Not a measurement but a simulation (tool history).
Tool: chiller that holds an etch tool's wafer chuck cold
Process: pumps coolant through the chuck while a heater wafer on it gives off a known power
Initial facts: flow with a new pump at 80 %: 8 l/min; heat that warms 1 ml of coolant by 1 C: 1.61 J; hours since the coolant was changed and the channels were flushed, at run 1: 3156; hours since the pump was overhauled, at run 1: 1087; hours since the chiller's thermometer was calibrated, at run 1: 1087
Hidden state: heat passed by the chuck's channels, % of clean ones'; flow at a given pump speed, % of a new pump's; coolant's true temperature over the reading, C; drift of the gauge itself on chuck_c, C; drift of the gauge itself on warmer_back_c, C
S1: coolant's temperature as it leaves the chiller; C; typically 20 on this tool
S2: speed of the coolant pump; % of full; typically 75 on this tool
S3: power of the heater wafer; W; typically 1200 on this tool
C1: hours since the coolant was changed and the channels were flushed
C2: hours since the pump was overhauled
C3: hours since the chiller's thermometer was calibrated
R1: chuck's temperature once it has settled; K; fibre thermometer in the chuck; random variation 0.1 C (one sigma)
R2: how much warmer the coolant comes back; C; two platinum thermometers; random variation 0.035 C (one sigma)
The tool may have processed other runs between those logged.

run	day	S1	S2	S3	C1	C2	C3	R1	R2
1	0.000	20	75	1200	3156	1087	1087	304.55	6.14
2	1.188	17	75	1200	3184	1116	1116	301.75	6.12
3	2.100	17	75	1200	3206	1138	1138	301.65	6.14
4	3.046	17	75	1200	3229	1160	1160	301.75	6.17
5	4.700	17	75	1200	3269	1200	1200	301.75	6.28
6	5.475	20	71	1200	3287	1219	1219	305.35	6.63
7	6.892	27	75	1200	3321	1253	1253	311.85	6.28
8	7.829	27	75	1200	3344	1275	1275	311.75	6.22
9	9.358	20	88	1200	3380	1312	1312	303.15	5.23
10	10.450	20	66	1200	3406	1338	1338	306.45	7.30
11	11.646	20	66	1200	3435	1367	1367	306.35	7.21
12	12.442	15	75	1200	3454	1386	1386	299.75	6.26
13	13.162	20	75	1200	3472	1403	1403	304.75	6.27
14	14.262	20	75	787	3498	1429	1429	300.55	4.15
# day 14.450: chiller's thermometer calibrated
15	15.558	20	75	1200	3528	1460	27	304.65	6.33
16	16.579	21	84	895	3553	1484	51	301.55	4.12
17	17.979	13	75	1198	3586	1518	85	297.85	6.28
18	19.092	20	95	948	3613	1544	111	300.05	3.77
# day 19.683: chiller's thermometer calibrated, once more
19	20.000	17	99	1724	3634	1565	8	303.15	6.60
20	21.258	28	71	1565	3664	1595	38	317.75	8.78
21	22.896	15	87	1460	3703	1635	77	300.75	6.49
22	24.467	16	80	1200	3741	1672	115	300.35	5.89
23	26.054	11	70	703	3779	1710	153	291.75	4.04
24	26.792	11	70	703	3797	1728	171	291.65	4.02
25	27.600	29	72	1422	3816	1748	190	317.15	7.85
# day 29.158: coolant changed, channels flushed
26	29.308	20	96	1757	4	1783	225	305.65	7.00
27	30.708	20	96	1757	37	1816	259	305.95	7.04
28	31.554	21	96	866	58	1836	279	300.25	3.50
29	32.779	14	66	1680	87	1866	308	304.85	10.33
30	34.079	12	89	1680	118	1897	340	298.35	7.26

Consider 4 possible next runs. They are alternatives, not a sequence: every one starts from the tool as it was left by run 30. What does each give?
A	34.771	13	86	943	135	1914	356	?	?
B	34.771	20	61	947	135	1914	356	?	?
C	34.771	12	71	1680	135	1914	356	?	?
D	34.771	29	71	969	135	1914	356	?	?

run	R1	R2
A	293.55	4.24
B	303.95	6.38
C	301.55	9.48
D	311.65	5.50
With no hidden state in the tool, these same runs would have given:
run	R1	R2
A	293.15	3.99
B	303.35	6.01
C	300.65	8.92
D	311.15	5.18
